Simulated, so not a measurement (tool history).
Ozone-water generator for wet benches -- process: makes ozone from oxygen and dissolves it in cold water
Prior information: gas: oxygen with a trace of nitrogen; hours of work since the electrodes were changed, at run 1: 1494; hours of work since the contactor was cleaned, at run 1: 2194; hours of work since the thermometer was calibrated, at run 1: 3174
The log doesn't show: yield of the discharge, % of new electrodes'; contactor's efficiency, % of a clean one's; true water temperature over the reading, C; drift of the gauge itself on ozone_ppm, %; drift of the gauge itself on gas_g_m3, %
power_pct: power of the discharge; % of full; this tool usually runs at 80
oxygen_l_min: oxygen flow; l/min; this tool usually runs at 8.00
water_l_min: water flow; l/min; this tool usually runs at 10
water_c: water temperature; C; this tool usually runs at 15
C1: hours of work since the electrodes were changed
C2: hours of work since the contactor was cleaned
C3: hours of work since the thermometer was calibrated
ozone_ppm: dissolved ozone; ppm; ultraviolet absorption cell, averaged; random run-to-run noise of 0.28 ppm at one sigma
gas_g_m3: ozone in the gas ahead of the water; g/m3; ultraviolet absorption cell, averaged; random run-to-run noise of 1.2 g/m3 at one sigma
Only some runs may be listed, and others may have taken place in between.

run 1 hour=0.0 | power_pct=80 oxygen_l_min=8.00 water_l_min=10 water_c=15 | C1=1494 C2=2194 C3=3174 | ozone_ppm=38.0 gas_g_m3=197.9
run 2 hour=32.6 | power_pct=80 oxygen_l_min=8.00 water_l_min=10 water_c=15 | C1=1526 C2=2226 C3=3206 | ozone_ppm=38.3 gas_g_m3=196.6
run 3 hour=70.2 | power_pct=80 oxygen_l_min=8.00 water_l_min=10 water_c=15 | C1=1563 C2=2263 C3=3243 | ozone_ppm=37.8 gas_g_m3=198.1
run 4 hour=109.2 | power_pct=80 oxygen_l_min=8.00 water_l_min=10 water_c=15 | C1=1601 C2=2302 C3=3281 | ozone_ppm=37.8 gas_g_m3=196.2
run 5 hour=132.9 | power_pct=80 oxygen_l_min=8.00 water_l_min=10 water_c=15 | C1=1624 C2=2325 C3=3305 | ozone_ppm=37.6 gas_g_m3=197.3
run 6 hour=172.8 | power_pct=80 oxygen_l_min=8.00 water_l_min=10 water_c=15 | C1=1663 C2=2364 C3=3344 | ozone_ppm=37.4 gas_g_m3=196.7
run 7 hour=195.5 | power_pct=80 oxygen_l_min=8.00 water_l_min=10 water_c=15 | C1=1686 C2=2386 C3=3366 | ozone_ppm=37.9 gas_g_m3=194.6
run 8 hour=219.2 | power_pct=80 oxygen_l_min=8.00 water_l_min=10 water_c=15 | C1=1709 C2=2410 C3=3389 | ozone_ppm=37.5 gas_g_m3=197.2
run 9 hour=248.8 | power_pct=80 oxygen_l_min=8.00 water_l_min=10 water_c=15 | C1=1738 C2=2439 C3=3418 | ozone_ppm=37.8 gas_g_m3=194.7
run 10 hour=270.6 | power_pct=80 oxygen_l_min=8.00 water_l_min=10 water_c=15 | C1=1759 C2=2460 C3=3440 | ozone_ppm=37.8 gas_g_m3=195.7
run 11 hour=307.1 | power_pct=66 oxygen_l_min=8.00 water_l_min=10 water_c=15 | C1=1795 C2=2496 C3=3476 | ozone_ppm=31.6 gas_g_m3=165.9
run 12 hour=326.1 | power_pct=41 oxygen_l_min=8.00 water_l_min=10 water_c=15 | C1=1814 C2=2514 C3=3494 | ozone_ppm=21.2 gas_g_m3=111.1
run 13 hour=350.0 | power_pct=41 oxygen_l_min=8.00 water_l_min=10 water_c=14 | C1=1837 C2=2538 C3=3518 | ozone_ppm=21.5 gas_g_m3=111.8
run 14 hour=376.5 | power_pct=41 oxygen_l_min=8.00 water_l_min=10 water_c=14 | C1=1863 C2=2564 C3=3544 | ozone_ppm=21.6 gas_g_m3=109.7
run 15 hour=410.7 | power_pct=41 oxygen_l_min=8.00 water_l_min=10 water_c=14 | C1=1897 C2=2598 C3=3577 | ozone_ppm=21.3 gas_g_m3=110.2
run 16 hour=429.5 | power_pct=41 oxygen_l_min=8.00 water_l_min=10 water_c=14 | C1=1915 C2=2616 C3=3596 | ozone_ppm=21.3 gas_g_m3=109.4
run 17 hour=452.4 | power_pct=53 oxygen_l_min=10.17 water_l_min=10 water_c=14 | C1=1938 C2=2638 C3=3618 | ozone_ppm=24.1 gas_g_m3=116.0
run 18 hour=490.3 | power_pct=53 oxygen_l_min=10.17 water_l_min=10 water_c=14 | C1=1975 C2=2676 C3=3655 | ozone_ppm=24.4 gas_g_m3=115.7
run 19 hour=523.0 | power_pct=63 oxygen_l_min=8.00 water_l_min=13 water_c=11 | C1=2007 C2=2708 C3=3688 | ozone_ppm=27.4 gas_g_m3=158.3
run 20 hour=539.6 | power_pct=50 oxygen_l_min=12.84 water_l_min=10 water_c=23 | C1=2023 C2=2724 C3=3704 | ozone_ppm=16.3 gas_g_m3=94.2
run 21 hour=557.2 | power_pct=50 oxygen_l_min=12.84 water_l_min=10 water_c=23 | C1=2041 C2=2741 C3=3721 | ozone_ppm=16.6 gas_g_m3=94.9
run 22 hour=591.5 | power_pct=50 oxygen_l_min=12.84 water_l_min=10 water_c=23 | C1=2074 C2=2775 C3=3755 | ozone_ppm=16.5 gas_g_m3=93.4
run 23 hour=613.0 | power_pct=50 oxygen_l_min=12.84 water_l_min=10 water_c=23 | C1=2095 C2=2796 C3=3776 | ozone_ppm=16.6 gas_g_m3=94.9
run 24 hour=640.5 | power_pct=50 oxygen_l_min=12.84 water_l_min=10 water_c=23 | C1=2122 C2=2823 C3=3803 | ozone_ppm=16.7 gas_g_m3=94.0
run 25 hour=661.9 | power_pct=50 oxygen_l_min=12.84 water_l_min=10 water_c=23 | C1=2143 C2=2844 C3=3824 | ozone_ppm=16.3 gas_g_m3=94.8
run 26 hour=696.7 | power_pct=50 oxygen_l_min=12.84 water_l_min=10 water_c=23 | C1=2177 C2=2878 C3=3858 | ozone_ppm=16.2 gas_g_m3=94.1
run 27 hour=730.9 | power_pct=67 oxygen_l_min=12.84 water_l_min=10 water_c=22 | C1=2211 C2=2912 C3=3892 | ozone_ppm=21.6 gas_g_m3=119.5
run 28 hour=752.2 | power_pct=80 oxygen_l_min=8.00 water_l_min=10 water_c=16 | C1=2232 C2=2933 C3=3913 | ozone_ppm=35.9 gas_g_m3=192.2
run 29 hour=769.3 | power_pct=80 oxygen_l_min=8.00 water_l_min=10 water_c=16 | C1=2249 C2=2950 C3=3929 | ozone_ppm=35.2 gas_g_m3=190.9
run 30 hour=787.9 | power_pct=80 oxygen_l_min=12.33 water_l_min=10 water_c=15 | C1=2267 C2=2968 C3=3948 | ozone_ppm=29.6 gas_g_m3=143.8
run 31 hour=806.6 | power_pct=80 oxygen_l_min=12.33 water_l_min=10 water_c=15 | C1=2285 C2=2986 C3=3966 | ozone_ppm=30.3 gas_g_m3=140.1
run 32 hour=825.2 | power_pct=80 oxygen_l_min=12.33 water_l_min=10 water_c=10 | C1=2304 C2=3004 C3=3984 | ozone_ppm=34.0 gas_g_m3=141.0

Below are 4 alternative next runs, each starting from the tool's condition after run 32. Predict each:
run A hour=865.4 | power_pct=58 oxygen_l_min=12.33 water_l_min=10 water_c=16 | C1=2343 C2=3044 C3=4024 | ozone_ppm=? gas_g_m3=?
run B hour=865.4 | power_pct=49 oxygen_l_min=11.17 water_l_min=10 water_c=9 | C1=2343 C2=3044 C3=4024 | ozone_ppm=? gas_g_m3=?
run C hour=865.4 | power_pct=80 oxygen_l_min=12.33 water_l_min=10 water_c=22 | C1=2343 C2=3044 C3=4024 | ozone_ppm=? gas_g_m3=?
run D hour=865.4 | power_pct=80 oxygen_l_min=8.00 water_l_min=7 water_c=15 | C1=2343 C2=3044 C3=4024 | ozone_ppm=? gas_g_m3=?

run=A ozone_ppm=22.2 gas_g_m3=108.8
run=B ozone_ppm=24.2 gas_g_m3=101.0
run=C ozone_ppm=25.3 gas_g_m3=141.6
run=D ozone_ppm=44.1 gas_g_m3=191.4
What these runs would have given with no unlogged condition in the tool:
run=A ozone_ppm=25.8 gas_g_m3=118.6
run=B ozone_ppm=27.6 gas_g_m3=108.4
run=C ozone_ppm=30.3 gas_g_m3=158.9
run=D ozone_ppm=52.1 gas_g_m3=214.8
